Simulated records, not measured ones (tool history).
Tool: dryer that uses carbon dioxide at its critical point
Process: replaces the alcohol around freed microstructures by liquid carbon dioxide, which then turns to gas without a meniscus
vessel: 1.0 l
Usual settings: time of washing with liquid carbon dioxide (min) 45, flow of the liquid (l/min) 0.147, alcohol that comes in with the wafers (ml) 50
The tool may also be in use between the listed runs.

run,hour,time of washing with liquid carbon dioxide (min),flow of the liquid (l/min),alcohol that comes in with the wafers (ml),alcohol left in the vessel before it's heated (ppm by volume)
1,0.0,45,0.147,50,133
2,29.4,45,0.137,50,197
3,67.6,45,0.132,50,237
4,105.7,45,0.132,97,439
5,126.9,45,0.132,97,450
6,162.0,41,0.147,50,234
7,191.1,41,0.147,50,233
# hour 195.6: inlet filter changed
8,224.8,41,0.147,50,160
9,246.2,41,0.147,23,85
10,279.6,29,0.147,50,790
11,323.2,29,0.147,50,800
12,369.3,29,0.147,50,824
13,414.5,29,0.147,50,813
14,455.8,29,0.147,50,805
15,496.3,29,0.147,50,833

Run 16 comes next. What will it give?
16,525.8,58,0.147,66,?

{"run 16": {"alcohol left in the vessel before it's heated (ppm by volume)": 33}}
Without the tool's hidden state the same run would have given alcohol left in the vessel before it's heated (ppm by volume) 9.
